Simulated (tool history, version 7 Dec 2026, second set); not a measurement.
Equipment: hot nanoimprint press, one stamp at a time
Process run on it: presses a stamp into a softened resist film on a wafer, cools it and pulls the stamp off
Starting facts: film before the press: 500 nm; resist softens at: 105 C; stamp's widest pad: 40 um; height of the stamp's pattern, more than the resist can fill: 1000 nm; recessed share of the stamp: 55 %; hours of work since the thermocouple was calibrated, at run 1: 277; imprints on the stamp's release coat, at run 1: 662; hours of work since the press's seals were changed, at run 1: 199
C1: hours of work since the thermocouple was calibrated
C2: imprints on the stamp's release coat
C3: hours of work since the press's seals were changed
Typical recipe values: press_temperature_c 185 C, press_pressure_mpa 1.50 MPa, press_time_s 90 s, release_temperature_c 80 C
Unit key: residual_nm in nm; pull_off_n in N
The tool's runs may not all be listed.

{"run": 1, "day": 0.0, "press_temperature_c": 185, "press_pressure_mpa": 1.5, "press_time_s": 90, "release_temperature_c": 80, "C1": 277, "C2": 662, "C3": 199, "residual_nm": 249.9, "pull_off_n": 271}
{"run": 2, "day": 1.754, "press_temperature_c": 185, "press_pressure_mpa": 1.5, "press_time_s": 90, "release_temperature_c": 80, "C1": 303, "C2": 851, "C3": 226, "residual_nm": 250.2, "pull_off_n": 283}
{"day": 3.158, "done": "stamp cleaned and given a new release coat"}
{"run": 3, "day": 3.379, "press_temperature_c": 185, "press_pressure_mpa": 1.5, "press_time_s": 90, "release_temperature_c": 80, "C1": 324, "C2": 24, "C3": 247, "residual_nm": 251.3, "pull_off_n": 202}
{"day": 4.55, "done": "plate thermocouple calibrated"}
{"run": 4, "day": 4.892, "press_temperature_c": 185, "press_pressure_mpa": 1.5, "press_time_s": 90, "release_temperature_c": 80, "C1": 5, "C2": 173, "C3": 268, "residual_nm": 253.6, "pull_off_n": 224}
{"run": 5, "day": 5.746, "press_temperature_c": 185, "press_pressure_mpa": 1.5, "press_time_s": 90, "release_temperature_c": 77, "C1": 18, "C2": 266, "C3": 281, "residual_nm": 254.0, "pull_off_n": 253}
{"run": 6, "day": 7.133, "press_temperature_c": 185, "press_pressure_mpa": 1.5, "press_time_s": 90, "release_temperature_c": 77, "C1": 39, "C2": 415, "C3": 302, "residual_nm": 254.5, "pull_off_n": 263}
{"run": 7, "day": 8.95, "press_temperature_c": 185, "press_pressure_mpa": 1.5, "press_time_s": 90, "release_temperature_c": 80, "C1": 67, "C2": 611, "C3": 330, "residual_nm": 255.8, "pull_off_n": 264}
{"run": 8, "day": 10.2, "press_temperature_c": 185, "press_pressure_mpa": 1.5, "press_time_s": 90, "release_temperature_c": 80, "C1": 86, "C2": 745, "C3": 349, "residual_nm": 257.0, "pull_off_n": 283}
{"run": 9, "day": 11.612, "press_temperature_c": 185, "press_pressure_mpa": 1.5, "press_time_s": 90, "release_temperature_c": 80, "C1": 107, "C2": 898, "C3": 370, "residual_nm": 254.8, "pull_off_n": 308}
{"day": 12.267, "done": "plate thermocouple calibrated, once more"}
{"day": 12.679, "done": "stamp cleaned and given a new release coat"}
{"run": 10, "day": 12.9, "press_temperature_c": 185, "press_pressure_mpa": 1.5, "press_time_s": 90, "release_temperature_c": 80, "C1": 6, "C2": 24, "C3": 384, "residual_nm": 247.5, "pull_off_n": 199}
{"run": 11, "day": 14.458, "press_temperature_c": 185, "press_pressure_mpa": 1.5, "press_time_s": 90, "release_temperature_c": 80, "C1": 30, "C2": 192, "C3": 408, "residual_nm": 247.3, "pull_off_n": 216}
{"run": 12, "day": 16.104, "press_temperature_c": 185, "press_pressure_mpa": 1.5, "press_time_s": 90, "release_temperature_c": 80, "C1": 55, "C2": 369, "C3": 433, "residual_nm": 248.2, "pull_off_n": 235}
{"run": 13, "day": 17.792, "press_temperature_c": 185, "press_pressure_mpa": 1.5, "press_time_s": 90, "release_temperature_c": 80, "C1": 80, "C2": 551, "C3": 458, "residual_nm": 249.5, "pull_off_n": 251}
{"run": 14, "day": 19.642, "press_temperature_c": 183, "press_pressure_mpa": 1.5, "press_time_s": 90, "release_temperature_c": 80, "C1": 108, "C2": 750, "C3": 486, "residual_nm": 261.8, "pull_off_n": 277}
{"run": 15, "day": 21.204, "press_temperature_c": 183, "press_pressure_mpa": 1.5, "press_time_s": 90, "release_temperature_c": 80, "C1": 132, "C2": 918, "C3": 510, "residual_nm": 261.1, "pull_off_n": 304}
{"day": 21.996, "done": "stamp cleaned and given a new release coat"}
{"run": 16, "day": 22.283, "press_temperature_c": 184, "press_pressure_mpa": 1.55, "press_time_s": 55, "release_temperature_c": 67, "C1": 144, "C2": 31, "C3": 523, "residual_nm": 293.9, "pull_off_n": 276}
{"run": 17, "day": 24.054, "press_temperature_c": 185, "press_pressure_mpa": 2.0, "press_time_s": 90, "release_temperature_c": 80, "C1": 171, "C2": 221, "C3": 549, "residual_nm": 216.8, "pull_off_n": 213}
{"run": 18, "day": 25.608, "press_temperature_c": 185, "press_pressure_mpa": 1.5, "press_time_s": 177, "release_temperature_c": 72, "C1": 195, "C2": 389, "C3": 573, "residual_nm": 199.9, "pull_off_n": 298}
{"run": 19, "day": 27.488, "press_temperature_c": 185, "press_pressure_mpa": 0.97, "press_time_s": 156, "release_temperature_c": 88, "C1": 223, "C2": 591, "C3": 602, "residual_nm": 261.8, "pull_off_n": 204}
{"run": 20, "day": 28.275, "press_temperature_c": 185, "press_pressure_mpa": 2.18, "press_time_s": 125, "release_temperature_c": 88, "C1": 235, "C2": 676, "C3": 614, "residual_nm": 186.1, "pull_off_n": 212}
{"run": 21, "day": 29.308, "press_temperature_c": 185, "press_pressure_mpa": 2.18, "press_time_s": 125, "release_temperature_c": 88, "C1": 251, "C2": 788, "C3": 629, "residual_nm": 186.6, "pull_off_n": 215}
{"run": 22, "day": 30.192, "press_temperature_c": 190, "press_pressure_mpa": 1.5, "press_time_s": 68, "release_temperature_c": 80, "C1": 265, "C2": 883, "C3": 643, "residual_nm": 247.1, "pull_off_n": 294}
{"day": 31.275, "done": "stamp cleaned and given a new release coat"}
{"run": 23, "day": 31.675, "press_temperature_c": 195, "press_pressure_mpa": 2.18, "press_time_s": 90, "release_temperature_c": 70, "C1": 283, "C2": 43, "C3": 661, "residual_nm": 164.2, "pull_off_n": 265}
{"run": 24, "day": 33.362, "press_temperature_c": 195, "press_pressure_mpa": 2.18, "press_time_s": 90, "release_temperature_c": 70, "C1": 309, "C2": 224, "C3": 687, "residual_nm": 164.8, "pull_off_n": 287}
{"run": 25, "day": 34.246, "press_temperature_c": 195, "press_pressure_mpa": 2.18, "press_time_s": 90, "release_temperature_c": 70, "C1": 322, "C2": 320, "C3": 700, "residual_nm": 164.4, "pull_off_n": 299}
{"day": 35.488, "done": "plate thermocouple calibrated"}
{"run": 26, "day": 36.142, "press_temperature_c": 195, "press_pressure_mpa": 2.18, "press_time_s": 90, "release_temperature_c": 70, "C1": 10, "C2": 510, "C3": 727, "residual_nm": 162.6, "pull_off_n": 327}
{"run": 27, "day": 36.925, "press_temperature_c": 195, "press_pressure_mpa": 2.18, "press_time_s": 90, "release_temperature_c": 70, "C1": 22, "C2": 595, "C3": 739, "residual_nm": 163.1, "pull_off_n": 344}
{"run": 28, "day": 37.904, "press_temperature_c": 186, "press_pressure_mpa": 1.5, "press_time_s": 90, "release_temperature_c": 87, "C1": 37, "C2": 700, "C3": 754, "residual_nm": 245.2, "pull_off_n": 219}

Below are 3 alternative next runs, each starting from the tool's condition after run 28. Predict each:
{"run": "A", "day": 39.608, "press_temperature_c": 197, "press_pressure_mpa": 1.5, "press_time_s": 90, "release_temperature_c": 67, "C1": 63, "C2": 884, "C3": 780, "residual_nm": "?", "pull_off_n": "?"}
{"run": "B", "day": 39.608, "press_temperature_c": 185, "press_pressure_mpa": 0.93, "press_time_s": 90, "release_temperature_c": 71, "C1": 63, "C2": 884, "C3": 780, "residual_nm": "?", "pull_off_n": "?"}
{"run": "C", "day": 39.608, "press_temperature_c": 189, "press_pressure_mpa": 1.5, "press_time_s": 152, "release_temperature_c": 87, "C1": 63, "C2": 884, "C3": 780, "residual_nm": "?", "pull_off_n": "?"}

run=A residual_nm=190.1 pull_off_n=396
run=B residual_nm=312.0 pull_off_n=372
run=C residual_nm=190.4 pull_off_n=228
What these runs would have given with no unlogged condition in the tool:
run=A residual_nm=185.3 pull_off_n=271
run=B residual_nm=308.3 pull_off_n=254
run=C residual_nm=185.6 pull_off_n=155
